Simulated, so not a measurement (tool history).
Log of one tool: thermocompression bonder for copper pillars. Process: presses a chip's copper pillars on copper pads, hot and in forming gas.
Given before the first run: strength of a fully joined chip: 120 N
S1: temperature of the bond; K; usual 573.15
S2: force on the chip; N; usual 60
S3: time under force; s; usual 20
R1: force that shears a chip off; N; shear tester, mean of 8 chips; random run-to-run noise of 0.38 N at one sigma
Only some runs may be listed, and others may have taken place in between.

run,hour,S1,S2,S3,R1
1,0,573.15,60,20,50.5
# hour 21.2: forming gas filter changed
2,48.5,573.15,60,20,50.1
3,83.7,573.15,60,20,50.7
4,108.1,573.15,60,20,50.3
5,150.7,573.15,60,20,50.8
6,174.6,573.15,60,20,50.4
7,196.3,573.15,60,20,50.1
8,227.1,553.15,61,20,40.2
9,270.3,594.15,61,54,84.1
10,294.4,549.15,48,27,38.1
11,338.7,573.15,56,18,47.1
# hour 365.6: forming gas filter changed
12,383.2,601.15,56,18,62.4
13,421.8,601.15,56,18,62.1

Alternative continuations, all from the tool just after run 13; predict every row:
A,450.8,601.15,58,10,?
B,450.8,577.15,60,20,?
C,450.8,574.15,45,30,?

run,R1
A,50.5
B,52.5
C,51.7
With no hidden state in the tool, these same runs would have given:
run,R1
A,50.4
B,52.4
C,51.6
